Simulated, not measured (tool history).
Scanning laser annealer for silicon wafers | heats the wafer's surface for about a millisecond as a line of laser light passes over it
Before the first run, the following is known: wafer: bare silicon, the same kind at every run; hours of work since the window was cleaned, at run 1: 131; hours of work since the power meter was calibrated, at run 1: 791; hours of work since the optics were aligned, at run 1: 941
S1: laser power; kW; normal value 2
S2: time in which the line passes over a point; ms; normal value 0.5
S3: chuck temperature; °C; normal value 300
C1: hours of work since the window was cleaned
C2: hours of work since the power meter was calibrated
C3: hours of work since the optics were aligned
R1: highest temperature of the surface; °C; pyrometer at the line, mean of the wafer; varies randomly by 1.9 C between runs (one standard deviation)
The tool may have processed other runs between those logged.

Run 1, hour 0: usual settings; C1 131; C2 791; C3 941. Result: R1 1083 °C.
Run 2, hour 32.4: usual settings; C1 153; C2 813; C3 962. Result: R1 1081 °C.
Run 3, hour 61.1: usual settings; C1 172; C2 832; C3 982. Result: R1 1076 °C.
Run 4, hour 76.2: usual settings; C1 182; C2 842; C3 992. Result: R1 1079 °C.
Run 5, hour 108.5: usual settings but S3 326 °C; C1 204; C2 864; C3 1013. Result: R1 1101 °C.
Run 6, hour 133.5: usual settings but S3 326 °C; C1 221; C2 881; C3 1030. Result: R1 1097 °C.
Run 7, hour 163.2: usual settings but S3 326 °C; C1 240; C2 901; C3 1050. Result: R1 1099 °C.
Run 8, hour 186.8: usual settings but S3 326 °C; C1 256; C2 916; C3 1066. Result: R1 1097 °C.
Run 9, hour 217.1: usual settings but S2 0.558 ms, S3 326 °C; C1 277; C2 937; C3 1086. Result: R1 1137 °C.
Run 10, hour 247.6: usual settings but S2 0.558 ms, S3 326 °C; C1 297; C2 957; C3 1106. Result: R1 1137 °C.
Run 11, hour 275: usual settings but S2 0.558 ms, S3 326 °C; C1 315; C2 975; C3 1125. Result: R1 1136 °C.
Run 12, hour 288.4: usual settings; C1 324; C2 984; C3 1134. Result: R1 1068 °C.
At hour 315.4: window over the wafer cleaned.
Run 13, hour 318.4: usual settings but S2 0.507 ms; C1 2; C2 1003; C3 1153. Result: R1 1094 °C.
Run 14, hour 340.1: usual settings but S2 0.507 ms; C1 17; C2 1018; C3 1167. Result: R1 1093 °C.
Run 15, hour 371: usual settings but S2 0.507 ms; C1 37; C2 1038; C3 1188. Result: R1 1092 °C.
Run 16, hour 401.8: usual settings but S2 0.501 ms; C1 58; C2 1059; C3 1208. Result: R1 1084 °C.
Run 17, hour 415.3: usual settings but S2 0.501 ms; C1 67; C2 1068; C3 1217. Result: R1 1083 °C.
Run 18, hour 444: usual settings but S2 0.501 ms; C1 86; C2 1087; C3 1237. Result: R1 1084 °C.
Run 19, hour 461.3: usual settings; C1 98; C2 1099; C3 1248. Result: R1 1082 °C.
Run 20, hour 490.9: usual settings but S3 328 °C; C1 118; C2 1119; C3 1268. Result: R1 1109 °C.
Run 21, hour 515: usual settings but S1 2.198 kW; C1 134; C2 1135; C3 1284. Result: R1 1174 °C.
Run 22, hour 540.5: usual settings but S1 1.905 kW, S3 311 °C; C1 151; C2 1152; C3 1301. Result: R1 1042 °C.
Run 23, hour 571: usual settings but S1 1.905 kW, S3 311 °C; C1 171; C2 1172; C3 1322. Result: R1 1042 °C.
Run 24, hour 589.7: usual settings but S2 0.61 ms, S3 320 °C; C1 184; C2 1185; C3 1334. Result: R1 1170 °C.
Run 25, hour 614.2: usual settings but S1 1.886 kW, S2 0.442 ms, S3 290 °C; C1 200; C2 1201; C3 1351. Result: R1 968 °C.
Run 26, hour 645.8: usual settings but S1 1.858 kW, S2 0.601 ms, S3 285 °C; C1 221; C2 1222; C3 1372. Result: R1 1054 °C.
Run 27, hour 660.8: usual settings but S1 1.858 kW, S2 0.601 ms, S3 285 °C; C1 231; C2 1232; C3 1382. Result: R1 1055 °C.
Run 28, hour 676: usual settings but S1 2.198 kW, S2 0.424 ms, S3 261 °C; C1 241; C2 1243; C3 1392. Result: R1 1060 °C.
Run 29, hour 700.3: usual settings but S1 2.198 kW, S2 0.424 ms, S3 261 °C; C1 258; C2 1259; C3 1408. Result: R1 1061 °C.
Run 30, hour 718.8: usual settings but S1 1.787 kW, S2 0.59 ms, S3 291 °C; C1 270; C2 1271; C3 1421. Result: R1 1017 °C.
Run 31, hour 732.5: usual settings but S1 1.967 kW, S2 0.458 ms, S3 273 °C; C1 279; C2 1281; C3 1430. Result: R1 992 °C.
Run 32, hour 764: usual settings but S1 1.967 kW, S2 0.458 ms, S3 273 °C; C1 300; C2 1302; C3 1451. Result: R1 995 °C.
Run 33, hour 795.8: usual settings but S1 1.859 kW, S2 0.619 ms, S3 327 °C; C1 322; C2 1323; C3 1472. Result: R1 1103 °C.
Run 34, hour 817.4: usual settings but S1 2.178 kW, S2 0.595 ms, S3 323 °C; C1 336; C2 1337; C3 1487. Result: R1 1245 °C.
At hour 826.3: window over the wafer cleaned.
Run 35, hour 843.9: usual settings but S1 2.178 kW, S2 0.595 ms, S3 323 °C; C1 12; C2 1354; C3 1503. Result: R1 1267 °C.
Run 36, hour 858.2: usual settings but S1 2.161 kW, S2 0.595 ms, S3 295 °C; C1 21; C2 1363; C3 1513. Result: R1 1231 °C.
Run 37, hour 885.3: usual settings but S1 1.731 kW; C1 39; C2 1381; C3 1531. Result: R1 953 °C.
Run 38, hour 906.6: usual settings but S2 0.425 ms, S3 338 °C; C1 54; C2 1396; C3 1545. Result: R1 1060 °C.
Run 39, hour 927.2: usual settings but S1 1.854 kW, S2 0.569 ms, S3 268 °C; C1 68; C2 1410; C3 1559. Result: R1 1023 °C.
Run 40, hour 947.5: usual settings but S1 1.854 kW, S2 0.569 ms, S3 268 °C; C1 81; C2 1423; C3 1573. Result: R1 1023 °C.

Across each entry between runs, compare the hidden state at the last listed run before it with the hidden state at the first listed run after it:
Logged between run 12 and run 13: window over the wafer cleaned (hour 315.4)
  light that passes the window, % of a clean one's: 97.5 -> 99.95; width of the line over the set one, %: 1.47 -> 1.5
  measured result minus the result with no hidden state, R1: -36 -> -12 °C
Logged between run 34 and run 35: window over the wafer cleaned (hour 826.3)
  light that passes the window, % of a clean one's: 97.54 -> 99.65; laser's true power over the reading, %: -0.34 -> -0.35; width of the line over the set one, %: 1.92 -> 1.94
  measured result minus the result with no hidden state, R1: -47 -> -22 °C

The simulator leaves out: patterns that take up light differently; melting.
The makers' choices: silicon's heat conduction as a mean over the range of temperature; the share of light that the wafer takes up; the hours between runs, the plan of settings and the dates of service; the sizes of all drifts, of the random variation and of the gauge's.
